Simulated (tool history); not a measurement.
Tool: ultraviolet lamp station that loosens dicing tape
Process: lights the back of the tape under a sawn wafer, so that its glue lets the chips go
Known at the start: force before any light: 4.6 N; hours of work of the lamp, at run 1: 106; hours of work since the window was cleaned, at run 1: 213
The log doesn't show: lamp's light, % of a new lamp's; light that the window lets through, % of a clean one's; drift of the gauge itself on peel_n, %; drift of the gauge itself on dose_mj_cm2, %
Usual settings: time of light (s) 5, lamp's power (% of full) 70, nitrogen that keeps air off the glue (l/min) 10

run   hour  time of light (s)  lamp's power (% of full)  nitrogen that keeps air off the glue (l/min)  hours of work of the lamp  hours of work since the window was cleaned  force that peels the tape off (N)  light that reached the tape (mJ/cm2)
  1      0                  5                        70                                            10                        106                                         213                              0.435                                   310
  2      7                  5                        70                                             8                        109                                         216                              0.473                                   308
  3   22.2                  5                        70                                             8                        116                                         223                              0.484                                   307
  4   37.9                  5                        70                                             8                        123                                         230                              0.498                                   307
  5   51.8                  5                        70                                             8                        130                                         237                              0.502                                   313
  6   66.8                  5                        70                                             8                        137                                         244                              0.479                                   302
  7   77.6                  5                        70                                             8                        142                                         248                              0.509                                   306
  8   90.7                  5                        70                                             8                        148                                         254                              0.487                                   309
  9  104.9                  5                        70                                            10                        154                                         261                              0.451                                   304
 10  113.1                  5                        70                                            10                        158                                         265                              0.449                                   304
 11  127.4                  5                        70                                            10                        165                                         271                               0.44                                   300
 12  138.8                  5                        70                                            10                        170                                         277                               0.45                                   302
 13  147.8                  5                        70                                            10                        174                                         281                              0.435                                   300
 14  162.3                  5                        70                                            10                        181                                         287                              0.456                                   301
 15  173.6                  5                        70                                            10                        186                                         293                              0.448                                   299
 16  182.9                  5                        70                                            10                        190                                         297                              0.455                                   304
 17  196.5                  5                        70                                            10                        196                                         303                              0.457                                   299
 18    207                  5                        70                                            10                        201                                         308                              0.463                                   297
 19  221.1                  5                        70                                            10                        208                                         314                               0.46                                   293
 20  229.1                  5                        70                                            10                        211                                         318                              0.447                                   299
 21  236.5                  5                        70                                            10                        215                                         321                               0.48                                   297
 22  245.5                  5                        70                                            10                        219                                         326                              0.467                                   297
 23  254.1                  5                        70                                            10                        223                                         329                              0.458                                   294
 24  267.5                  5                        92                                             4                        229                                         336                              0.487                                   389
 25  274.1                  4                        70                                             8                        232                                         339                              0.782                                   231
     280.4  -- window cleaned of glue's vapour
 26  289.6                  4                        76                                             6                        239                                           4                              0.664                                   279
 27  297.5                  4                        76                                             6                        242                                           8                              0.711                                   276
 28  307.3                  3                        70                                            10                        247                                          12                              0.956                                   190
 29  314.8                  2                        69                                             5                        250                                          16                              1.916                                   127
 30  326.9                  2                        69                                             5                        256                                          21                              2.022                                   126
 31  340.3                  2                        69                                             5                        262                                          27                              2.017                                   126
 32  348.1                  2                        69                                             5                        266                                          31                              1.971                                   122
 33  363.2                  6                        70                                            10                        273                                          38                              0.285                                   380
 34    377                  6                        70                                            10                        279                                          44                              0.285                                   376
 35  386.9                  6                        70                                            10                        284                                          49                               0.28                                   377
 36  396.5                  6                        70                                            10                        288                                          53                              0.285                                   378
 37  407.5                  4                        70                                             4                        293                                          58                              0.992                                   251
 38  419.8                  4                        70                                             4                        299                                          64                              1.012                                   253
 39  435.4                  3                        62                                             4                        306                                          71                              1.687                                   167
 40  443.7                  3                        62                                             4                        310                                          75                              1.625                                   163
 41  458.7                  3                        62                                             4                        316                                          82                              1.712                                   164
 42  471.6                  5                        72                                             4                        322                                          88                              0.678                                   321
 43  487.4                  5                        75                                            10                        330                                          95                              0.372                                   331
 44  502.3                  4                        83                                             5                        336                                         102                              0.686                                   287
 45  514.7                  4                        83                                             5                        342                                         108                              0.692                                   290

Forecast each of these 3 alternatives for the next run:
  A  528.9                  7                        77                                             4                        349                                         114                                  ?                                     ?
  B  528.9                  8                        70                                            10                        349                                         114                                  ?                                     ?
  C  528.9                  9                        61                                             5                        349                                         114                                  ?                                     ?

run  force that peels the tape off (N)  light that reached the tape (mJ/cm2)
  A                              0.318                                   471
  B                              0.168                                   490
  C                              0.265                                   485
Without the tool's hidden state the same runs would have given:
run  force that peels the tape off (N)  light that reached the tape (mJ/cm2)
  A                              0.259                                   521
  B                              0.145                                   541
  C                              0.218                                   536

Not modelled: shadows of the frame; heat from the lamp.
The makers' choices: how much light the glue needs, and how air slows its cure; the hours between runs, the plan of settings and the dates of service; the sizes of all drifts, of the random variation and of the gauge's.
